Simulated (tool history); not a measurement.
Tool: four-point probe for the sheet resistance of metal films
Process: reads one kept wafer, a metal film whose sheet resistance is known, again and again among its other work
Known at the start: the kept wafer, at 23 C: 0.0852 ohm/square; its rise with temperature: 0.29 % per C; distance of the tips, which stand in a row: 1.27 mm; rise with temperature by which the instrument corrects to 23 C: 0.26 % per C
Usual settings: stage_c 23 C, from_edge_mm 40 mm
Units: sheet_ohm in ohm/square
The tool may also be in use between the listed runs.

run 1 hour=0.0 | stage_c=23 from_edge_mm=40 | sheet_ohm=0.085592
run 2 hour=32.7 | stage_c=26 from_edge_mm=40 | sheet_ohm=0.085652
run 3 hour=81.0 | stage_c=26 from_edge_mm=40 | sheet_ohm=0.085642
run 4 hour=132.6 | stage_c=23 from_edge_mm=25 | sheet_ohm=0.085657
run 5 hour=154.8 | stage_c=23 from_edge_mm=40 | sheet_ohm=0.085572
run 6 hour=178.9 | stage_c=23 from_edge_mm=40 | sheet_ohm=0.085563
run 7 hour=215.6 | stage_c=23 from_edge_mm=26 | sheet_ohm=0.085633
-- hour=220.4 stage's thermometer calibrated
run 8 hour=242.3 | stage_c=23 from_edge_mm=26 | sheet_ohm=0.085621
run 9 hour=265.4 | stage_c=23 from_edge_mm=26 | sheet_ohm=0.085612
-- hour=298.7 stage's thermometer calibrated, once more
run 10 hour=305.2 | stage_c=23 from_edge_mm=26 | sheet_ohm=0.085817
run 11 hour=344.3 | stage_c=33 from_edge_mm=17 | sheet_ohm=0.086182
run 12 hour=376.4 | stage_c=26 from_edge_mm=6 | sheet_ohm=0.087801
run 13 hour=428.6 | stage_c=25 from_edge_mm=57 | sheet_ohm=0.085762
run 14 hour=452.3 | stage_c=25 from_edge_mm=4 | sheet_ohm=0.090155
run 15 hour=487.7 | stage_c=24 from_edge_mm=16 | sheet_ohm=0.086015

Measured less the same run without the tool's hidden state. The same run-to-run variation is in both; the gauge's scatter may not be:
The hidden state here: inner tips' distance over the nominal, %; tips' flats over new ones', %; wafer's true temperature over the reading, C; drift of the gauge itself on sheet_ohm, %.
run=1 sheet_ohm=+0.000316
run=2 sheet_ohm=+0.000319
run=3 sheet_ohm=+0.000323
run=4 sheet_ohm=+0.000327
run=5 sheet_ohm=+0.000329
run=6 sheet_ohm=+0.000330
run=7 sheet_ohm=+0.000334
run=8 sheet_ohm=+0.000321
run=9 sheet_ohm=+0.000322
run=10 sheet_ohm=+0.000487
run=11 sheet_ohm=+0.000493
run=12 sheet_ohm=+0.000504
run=13 sheet_ohm=+0.000497
run=14 sheet_ohm=+0.000523
run=15 sheet_ohm=+0.000504
